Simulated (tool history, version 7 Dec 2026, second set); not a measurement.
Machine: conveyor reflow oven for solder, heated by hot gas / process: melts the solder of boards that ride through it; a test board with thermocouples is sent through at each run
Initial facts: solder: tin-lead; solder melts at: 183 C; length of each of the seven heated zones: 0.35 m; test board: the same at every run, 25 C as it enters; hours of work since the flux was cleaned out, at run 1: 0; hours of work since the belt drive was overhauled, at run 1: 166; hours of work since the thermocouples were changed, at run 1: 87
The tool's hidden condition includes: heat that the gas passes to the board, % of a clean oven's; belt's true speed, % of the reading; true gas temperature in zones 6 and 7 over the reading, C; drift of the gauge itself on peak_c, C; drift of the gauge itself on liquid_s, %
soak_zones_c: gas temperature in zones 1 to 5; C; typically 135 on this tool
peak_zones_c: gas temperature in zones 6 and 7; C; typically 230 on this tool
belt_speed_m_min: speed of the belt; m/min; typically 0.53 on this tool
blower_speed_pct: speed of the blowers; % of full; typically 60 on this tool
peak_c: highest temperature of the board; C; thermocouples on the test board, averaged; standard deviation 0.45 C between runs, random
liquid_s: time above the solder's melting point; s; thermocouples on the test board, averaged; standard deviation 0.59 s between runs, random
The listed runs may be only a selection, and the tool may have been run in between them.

run,day,soak_zones_c,peak_zones_c,belt_speed_m_min,blower_speed_pct,hours of work since the flux was cleaned out,hours of work since the belt drive was overhauled,hours of work since the thermocouples were changed,peak_c,liquid_s
1,0,135,230,0.53,60,0,166,87,210.7,52.1
2,2,135,230,0.53,60,34,200,121,210.6,52.2
3,4.812,135,230,0.53,60,83,249,170,209.3,51.5
4,8.921,135,230,0.53,60,153,319,240,209.1,51.3
5,10.888,138,230,0.53,60,187,353,274,210.6,50.9
6,14.996,138,230,0.53,60,258,424,345,208.8,50.4
7,16.992,135,230,0.53,60,292,458,379,208.3,49.4
8,20.846,135,230,0.53,60,358,524,445,207.5,47.5
9,23.179,135,230,0.53,85,399,564,485,211.1,54.3
# day 26.254: flux residue cleaned out of gas plates and filters
10,27.029,135,230,0.53,85,13,627,548,214.2,58.9
11,30.021,135,230,0.53,60,65,679,600,209.4,52.7
12,32.729,141,230,0.53,60,111,725,646,211,54.1
13,35.35,135,230,0.53,60,156,770,691,208.8,50.4
14,37.975,125,230,0.53,60,202,815,736,206.1,44
15,41.829,125,230,0.53,60,268,882,803,205.4,43.2
# day 42.179: belt drive overhauled, speed set with a stopwatch
16,45.229,125,230,0.53,60,323,52,858,205,43.6
17,47.454,135,229,0.552,79,362,91,896,209.3,50.7
18,49.788,135,229,0.552,79,402,131,937,208,49.6
19,51.554,135,229,0.552,79,432,161,967,208.3,49.3
# day 52.858: flux residue cleaned out of gas plates and filters
20,55.204,135,226,0.552,72,40,220,1026,207.1,48.8
# day 56.479: belt drive overhauled, speed set with a stopwatch, once more
21,58.696,149,226,0.552,57,97,38,1083,205.6,49.5
22,60.712,135,230,0.422,69,132,73,1118,216.1,72.5
23,63.229,147,224,0.484,65,175,116,1161,208.7,59.6
24,66.129,147,224,0.484,65,225,166,1211,207.8,59.2
# day 67.617: thermocouples of zones 6 and 7 changed
25,70.492,147,224,0.484,65,299,240,49,210.2,61.4
26,74.408,147,224,0.484,65,366,307,117,209,61.5
27,76.267,147,224,0.484,65,398,339,149,209.1,61.5
28,78.462,147,224,0.484,65,436,377,186,209.8,60.6
# day 79.546: flux residue cleaned out of gas plates and filters
29,82.346,135,230,0.53,57,48,440,250,208.7,50.6

Alternative continuations, all from the tool just after run 29; predict every row:
A,86.608,121,230,0.53,60,121,513,323,?,?
B,86.608,131,230,0.51,57,121,513,323,?,?
C,86.608,130,242,0.53,57,121,513,323,?,?
D,86.608,121,231,0.53,65,121,513,323,?,?
E,86.608,150,230,0.465,60,121,513,323,?,?

run,peak_c,liquid_s
A,206.7,43.7
B,209,51.6
C,217.9,56.7
D,209.4,46.6
E,216.9,74.1
The same runs, with their run-to-run variation unchanged, on a tool lacking any hidden condition would have given:
run,peak_c,liquid_s
A,208.2,44.8
B,210.3,52.5
C,219.3,57.2
D,210.8,47.7
E,218.2,74.4
